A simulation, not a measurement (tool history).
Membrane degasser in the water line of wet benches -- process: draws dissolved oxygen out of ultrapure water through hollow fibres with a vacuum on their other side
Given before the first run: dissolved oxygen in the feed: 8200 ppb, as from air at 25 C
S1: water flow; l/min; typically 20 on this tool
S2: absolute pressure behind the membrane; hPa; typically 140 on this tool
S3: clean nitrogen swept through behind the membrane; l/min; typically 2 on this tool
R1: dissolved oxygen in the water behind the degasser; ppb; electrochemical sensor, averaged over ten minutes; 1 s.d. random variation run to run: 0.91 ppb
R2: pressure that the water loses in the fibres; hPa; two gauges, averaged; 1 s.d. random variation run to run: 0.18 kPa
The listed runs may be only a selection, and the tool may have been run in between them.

| run | hour | S1 | S2 | S3 | R1 | R2 |
|---|---|---|---|---|---|---|
| 1 | 0 | 20 | 140 | 2 | 257.1 | 345.2 |
| 2 | 206.2 | 20 | 140 | 0.98 | 479 | 349.2 |
| 3 | 404.9 | 20 | 140 | 0.98 | 476.9 | 344.6 |
| 4 | 640.5 | 20 | 140 | 2 | 257.5 | 347.8 |
| 5 | 787.5 | 20 | 140 | 2 | 258.6 | 347.3 |
| 6 | 960.4 | 20 | 140 | 2 | 258.3 | 350.9 |
| 7 | 1142.1 | 20 | 140 | 2 | 259 | 351.6 |
| 8 | 1371.8 | 20 | 140 | 1.13 | 426.8 | 351.3 |
| 9 | 1627.8 | 20 | 140 | 2 | 259.9 | 349.8 |
| 10 | 1873.2 | 22 | 140 | 2 | 283.4 | 386.1 |
| 11 | 2120 | 22 | 140 | 0.85 | 576.2 | 386.6 |
| 12 | 2274.5 | 22 | 140 | 0.85 | 579.2 | 385.5 |
| 13 | 2488.4 | 26 | 140 | 5.73 | 127.3 | 458.5 |
| 14 | 2727.7 | 25 | 167 | 0.9 | 753.7 | 441 |
| 15 | 2965.2 | 25 | 230 | 3.16 | 364.7 | 439.8 |
| 16 | 3115.4 | 25 | 230 | 3.16 | 367.1 | 442.3 |
| 17 | 3317.9 | 13 | 140 | 2.4 | 141.7 | 228.5 |
| 18 | 3499.9 | 24 | 265 | 1.02 | 1076.4 | 424.6 |
| 19 | 3646.2 | 15 | 106 | 2 | 134.5 | 264.3 |
| 20 | 3864.9 | 16 | 263 | 1.91 | 443.1 | 283.4 |
| 21 | 4094.5 | 23 | 113 | 3.76 | 123.8 | 408.7 |

Removed from this log: 3 entries logged between the listed runs. Between which two listed runs does each belong, and how does the tool's hidden state at the listed run before it compare with that at the listed run after it?
Runs 4 to 5: vacuum gauge calibrated (hour 697)
  membrane still open, %: 98.8 -> 98.7; true pressure behind the membrane over the reading, kPa: 0.12 -> 0.19; air that leaks in behind the membrane, l/min: 0.0144 -> 0.0146
  the result without the hidden state subtracted from the measured one, R1: +6.6 -> +8.2 ppb; R2: +4.3 -> +4.5 hPa
Runs 10 to 11: vacuum gauge calibrated, once more (hour 1923.3)
  membrane still open, %: 98.2 -> 98.1; true pressure behind the membrane over the reading, kPa: 0.2 -> 0.03; air that leaks in behind the membrane, l/min: 0.0157 -> 0.016
  the result without the hidden state subtracted from the measured one, R1: +9.4 -> +6.4 ppb; R2: +7 -> +7.4 hPa
Runs 14 to 15: seals of the vacuum lines changed (hour 2747.4)
  membrane still open, %: 97.8 -> 97.7; air that leaks in behind the membrane, l/min: 0.0166 -> 0.0029
  the result without the hidden state subtracted from the measured one, R1: +7.8 -> +2 ppb; R2: +9.6 -> +10.1 hPa
